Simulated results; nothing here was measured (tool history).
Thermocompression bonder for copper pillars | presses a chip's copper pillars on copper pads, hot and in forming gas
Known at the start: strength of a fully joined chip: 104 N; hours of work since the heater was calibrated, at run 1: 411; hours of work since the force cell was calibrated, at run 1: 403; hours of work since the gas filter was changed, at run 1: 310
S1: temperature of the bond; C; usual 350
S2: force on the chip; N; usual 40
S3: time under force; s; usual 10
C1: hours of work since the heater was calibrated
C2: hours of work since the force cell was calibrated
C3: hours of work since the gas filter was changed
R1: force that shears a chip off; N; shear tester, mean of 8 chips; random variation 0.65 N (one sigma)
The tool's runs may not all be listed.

run    hour   S1  S2  S3   C1    C2   C3    R1
  1       0  350  40  10  411   403  310  39.8
  2    20.8  350  40  10  424   415  322  39.3
  3    61.4  350  40  10  448   439  346  38.4
  4   108.2  350  40  10  476   467  374  38.9
  5   132.7  350  40  10  490   482  389  39.3
  6   166.1  350  40  10  510   502  409  38.5
  7   197.7  350  40  10  529   520  428  37.4
  8   230.4  350  40  10  549   540  447  38.7
  9   271.4  350  40  10  573   564  472  37.3
      296.9  -- forming gas filter changed
 10   316.8  350  40  10  600   591   12  39.3
 11     346  350  40  10  617   608   29  38.4
      351.5  -- heater calibrated with a thermocouple chip
 12   389.5  350  40  10   23   633   54  38.3
 13   434.8  350  40  10   50   660   81  38.5
      444.3  -- heater calibrated with a thermocouple chip, once more
 14   483.6  350  40  10   23   688  109    40
 15   510.1  350  40  10   39   704  125  39.7
 16   547.2  371  59   8   61   726  147  54.3
 17   592.2  371  59   8   88   753  174  53.4
 18   625.1  371  59   8  108   772  193  53.1
 19   674.9  366  48  22  137   802  223  61.9
 20   705.5  328  48  15  156   820  241  43.7
 21   750.4  354  40   6  182   847  268  33.7
 22     800  354  40   6  212   877  297    33
 23   847.6  369  40  29  240   905  326  62.8
 24   879.9  369  40  29  260   924  345  63.3
 25   919.7  369  31  22  283   948  369  49.7
 26   940.6  369  31  27  296   960  381  53.9
 27     983  350  28  11  321   986  406  31.1
 28  1007.8  378  29   7  336  1000  421  33.1
 29  1054.2  378  29   7  363  1028  449    33

3 ways to go on from here, each from the tool as it stands after run 29. What would each give?
  A  1085.2  355  31  11  382  1046  467   ?
  B  1085.2  378  35  25  382  1046  467   ?
  C  1085.2  372  44   9  382  1046  467   ?

run    R1
  A  33.8
  B  56.6
  C    45
Without the tool's hidden state the same runs would have given:
run    R1
  A  38.1
  B  62.6
  C  50.3
